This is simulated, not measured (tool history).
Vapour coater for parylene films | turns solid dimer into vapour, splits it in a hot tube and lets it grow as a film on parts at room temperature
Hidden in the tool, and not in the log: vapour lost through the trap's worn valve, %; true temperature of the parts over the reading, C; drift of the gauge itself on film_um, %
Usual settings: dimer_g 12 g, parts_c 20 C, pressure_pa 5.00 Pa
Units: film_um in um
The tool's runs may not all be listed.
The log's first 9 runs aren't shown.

| run | day | dimer_g | parts_c | pressure_pa | hours of work since the trap's valve was overhauled | hours of work since the table's thermometer was calibrated | film_um |
|---|---|---|---|---|---|---|---|
| 10 | 7.704 | 12 | 20 | 5.00 | 175 | 866 | 7.14 |
| 11 | 8.546 | 12 | 20 | 5.00 | 192 | 883 | 7.04 |
| 12 | 9.329 | 12 | 28 | 5.00 | 207 | 898 | 5.35 |
| 13 | 10.171 | 12 | 28 | 5.00 | 224 | 915 | 5.27 |
| 14 | 11.354 | 12 | 28 | 5.00 | 247 | 938 | 5.27 |
| 15 | 12.354 | 17 | 28 | 5.00 | 267 | 958 | 7.54 |
|  | 13.608 | trap's valve overhauled |
| 16 | 13.633 | 17 | 28 | 5.00 | 0 | 980 | 8.18 |
| 17 | 14.292 | 17 | 28 | 5.00 | 13 | 993 | 8.06 |
| 18 | 14.921 | 12 | 22 | 4.86 | 26 | 1005 | 6.99 |
| 19 | 15.954 | 15 | 26 | 7.36 | 46 | 1026 | 7.15 |
| 20 | 16.942 | 15 | 26 | 7.36 | 66 | 1045 | 7.09 |
| 21 | 17.717 | 10 | 15 | 5.82 | 81 | 1061 | 7.19 |
| 22 | 18.275 | 10 | 15 | 5.82 | 92 | 1072 | 7.15 |
| 23 | 19.296 | 10 | 15 | 5.82 | 112 | 1092 | 6.99 |
|  | 19.429 | table's thermometer calibrated |
| 24 | 20.333 | 10 | 15 | 5.82 | 132 | 18 | 7.06 |
| 25 | 20.858 | 11 | 15 | 3.87 | 142 | 28 | 8.40 |
| 26 | 21.458 | 12 | 27 | 8.84 | 154 | 40 | 5.18 |
| 27 | 22.183 | 17 | 19 | 6.12 | 169 | 54 | 10.18 |

Run 28 comes next. What will it give?
| 28 | 23.300 | 12 | 18 | 5.84 | 191 | 77 | ? |

Run 28 gave film_um 7.43 um.
Without the tool's hidden state the same run would have given film_um 7.84 um.

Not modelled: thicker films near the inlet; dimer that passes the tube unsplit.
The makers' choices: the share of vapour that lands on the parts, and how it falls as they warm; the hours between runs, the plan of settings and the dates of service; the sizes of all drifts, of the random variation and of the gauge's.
